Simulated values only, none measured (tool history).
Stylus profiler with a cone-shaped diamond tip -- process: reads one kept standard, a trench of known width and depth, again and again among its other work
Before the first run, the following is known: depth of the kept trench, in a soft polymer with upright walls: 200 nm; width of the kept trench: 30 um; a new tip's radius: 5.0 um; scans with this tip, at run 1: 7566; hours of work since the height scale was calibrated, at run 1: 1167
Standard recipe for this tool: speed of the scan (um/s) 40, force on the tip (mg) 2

run    hour  speed of the scan (um/s)  force on the tip (mg)  scans with this tip  hours of work since the height scale was calibrated  depth of the trench (nm)  width of the trench's floor (µm)
  1       0                        40                      2                 7566                                                 1167                    201.41                             26.59
  2    61.5                        40                      2                 7741                                                 1193                     201.3                             26.55
  3     132                        40                      2                 7940                                                 1224                    201.36                              26.5
  4   202.7                        93                      2                 8140                                                 1255                    201.36                             26.35
  5   278.8                        93                      2                 8356                                                 1288                    201.31                             26.39
  6   337.2                        40                   0.69                 8521                                                 1314                    200.45                              26.4
  7   415.4                        40                   3.63                 8743                                                 1348                    202.04                             26.47
  8   478.6                        40                      2                 8922                                                 1376                     201.3                             26.47
  9   553.8                        40                      2                 9135                                                 1408                     201.2                             26.45
 10   623.6                        41                      2                 9332                                                 1439                    201.08                             26.46
 11   673.2                        41                      2                 9473                                                 1461                    201.16                             26.46
 12   746.8                        40                   1.66                 9681                                                 1493                    200.91                             26.41
 13   837.7                        40                   4.91                 9939                                                 1532                    202.79                             26.46
 14   900.8                        40                   3.13                10117                                                 1560                    201.92                             26.38
 15   958.7                        40                   3.13                10281                                                 1585                    201.78                              26.4
 16  1051.2                        24                      2                10543                                                 1626                    201.13                             26.37
 17  1101.3                        24                      2                10685                                                 1648                    201.11                             26.37
 18  1192.2                        26                   1.51                10943                                                 1687                    200.82                             26.36
 19  1279.2                       144                   0.82                11189                                                 1725                    200.27                             25.85
 20  1351.2                        40                   1.81                11393                                                 1757                    200.95                              26.3
 21  1405.2                       115                   0.77                11546                                                 1780                    200.07                             25.94
 22  1469.4                        21                   1.02                11728                                                 1808                    200.29                             26.36
 23  1517.5                        30                   4.61                11864                                                 1829                    202.39                              26.3
 24    1614                        40                   0.83                12137                                                 1871                    200.08                             26.18
 25  1694.6                        40                   2.78                12365                                                 1907                    201.41                             26.26
 26  1763.1                        90                    1.7                12559                                                 1937                    200.77                             26.06
 27  1846.6                        22                   4.95                12796                                                 1973                    202.45                             26.32
 28    1887                        22                   4.95                12910                                                 1991                    202.58                             26.34
 29  1945.6                        22                   4.95                13076                                                 2016                    202.61                             26.36
 30  2032.4                        22                   1.28                13322                                                 2054                     200.6                             26.22
 31  2085.6                        22                   1.28                13473                                                 2077                    200.39                             26.26
 32    2165                        18                   1.72                13698                                                 2112                    200.68                             26.26
 33  2222.7                        18                   1.72                13861                                                 2137                    200.91                             26.22
 34  2271.3                        71                      2                13999                                                 2158                    200.76                             26.15

How would selected steps in depth of the trench (nm) from run to run divide? Give the signed amount a tool lacking its hidden state would still show from settings, what came in and random variation, and the signed amount left for the hidden state, including any gauge scatter that is not in both of the compared results.
What the log doesn't record here: radius of the tip, um; height scale over the true one, %; drift of the gauge itself on depth_nm, %; drift of the gauge itself on floor_um, %.
Run 2 -> 3: no setting changed, nothing entered. depth of the trench (nm) +0.06: hidden state -0.02, all else +0.08.
Run 12 -> 13: force on the tip (mg) 1.66 -> 4.91. depth of the trench (nm) +1.88: hidden state -0.03, all else +1.91.
Run 22 -> 23: speed of the scan (um/s) 21 -> 30, force on the tip (mg) 1.02 -> 4.61. depth of the trench (nm) +2.1: hidden state -0.02, all else +2.12.
Run 23 -> 24: speed of the scan (um/s) 30 -> 40, force on the tip (mg) 4.61 -> 0.83. depth of the trench (nm) -2.31: hidden state -0.01, all else -2.3.
Run 26 -> 27: speed of the scan (um/s) 90 -> 22, force on the tip (mg) 1.7 -> 4.95. depth of the trench (nm) +1.68: hidden state -0.03, all else +1.71.
Run 29 -> 30: force on the tip (mg) 4.95 -> 1.28. depth of the trench (nm) -2.01: hidden state -0.01, all else -2.
